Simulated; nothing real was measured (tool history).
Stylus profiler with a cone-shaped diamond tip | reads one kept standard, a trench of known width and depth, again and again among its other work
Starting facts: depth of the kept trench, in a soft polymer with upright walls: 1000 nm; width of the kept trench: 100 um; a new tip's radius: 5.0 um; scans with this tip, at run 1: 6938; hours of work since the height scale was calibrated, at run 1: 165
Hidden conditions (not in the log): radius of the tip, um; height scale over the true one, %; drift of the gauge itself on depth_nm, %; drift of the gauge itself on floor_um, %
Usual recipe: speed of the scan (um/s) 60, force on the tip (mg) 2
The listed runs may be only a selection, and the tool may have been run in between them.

run	day	speed of the scan (um/s)	force on the tip (mg)	scans with this tip	hours of work since the height scale was calibrated	depth of the trench (nm)	width of the trench's floor (um)
1	0	60	2	6938	165	1013.64	92.44
2	1.575	60	2	7060	183	1013.13	92.43
3	2.617	60	2	7141	195	1013.3	92.46
4	4.812	60	2	7311	220	1013.12	92.37
5	6.792	60	2	7464	242	1013.18	92.36
6	8	60	1.34	7558	256	1010.95	92.21
7	9.279	60	1.34	7657	270	1010.53	92.28
8	10.229	60	4.51	7730	281	1022.27	92.46
9	11.875	82	2	7858	300	1013.48	92.13
10	12.825	19	2.42	7931	311	1015.26	92.55
11	14.738	19	2.42	8079	332	1015.36	92.54
12	16.962	19	2.42	8252	358	1015.46	92.53
# day 17.083: height scale calibrated on a step standard
13	18.133	95	1.93	8341	12	1014.12	91.97
14	19.958	16	1.93	8482	33	1013.99	92.48
15	20.954	16	1.93	8559	44	1013.92	92.46
16	22.208	16	1.93	8656	58	1014.14	92.48
17	23.625	118	3.94	8766	74	1021.6	92.04

Describe how what the log doesn't record of the tool's condition differs between the last listed run preceding each entry between runs and the first listed run following it.
In the gap between runs 12 and 13: height scale calibrated on a step standard (day 17.083)
  radius of the tip, um: 7.27 -> 7.29; height scale over the true one, %: 0.177 -> 0.211
  measured less the result without the state, depth of the trench (nm): +1.79 -> +2.14; width of the trench's floor (um): -1.36 -> -1.37
